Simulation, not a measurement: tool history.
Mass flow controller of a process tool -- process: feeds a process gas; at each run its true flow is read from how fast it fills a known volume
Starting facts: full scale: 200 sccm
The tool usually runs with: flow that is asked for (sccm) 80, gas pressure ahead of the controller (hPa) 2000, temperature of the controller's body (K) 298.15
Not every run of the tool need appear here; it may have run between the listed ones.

run,hour,flow that is asked for (sccm),gas pressure ahead of the controller (hPa),temperature of the controller's body (K),true flow (%)
1,0.0,80,2000,298.15,98.98
2,129.6,80,2000,298.15,99.10
3,292.3,32,2000,298.15,98.64
4,489.9,32,2000,298.15,98.83
5,614.0,32,2000,298.15,98.61
6,720.8,32,2000,298.15,98.80
7,920.3,32,2000,298.15,98.88
8,1122.3,32,2000,298.15,98.98
9,1284.6,32,2000,298.15,98.87
10,1447.4,32,2000,298.15,99.00
11,1538.6,32,2000,298.15,99.12
12,1625.1,80,1860,298.15,99.55
13,1753.5,80,1860,298.15,99.61
14,1881.2,58,1650,298.15,99.35
15,1992.7,58,1650,298.15,99.33
16,2141.4,95,2090,299.15,100.08
17,2324.0,95,2090,299.15,100.23
18,2509.2,95,2090,304.15,100.77
19,2701.4,135,2340,298.15,100.62
20,2854.9,135,2340,298.15,100.66
21,3052.0,135,2340,298.15,101.03
22,3179.8,97,1400,310.15,101.54
23,3308.0,181,1930,310.15,102.63
24,3429.7,80,2390,298.15,100.36
25,3560.1,97,1760,312.15,102.07

What will run 26 give?
26,3663.3,97,1760,312.15,?

Run 26 measured true flow (%) 102.08.
Had the tool carried no hidden state, the very same run would have given true flow (%) 100.58.
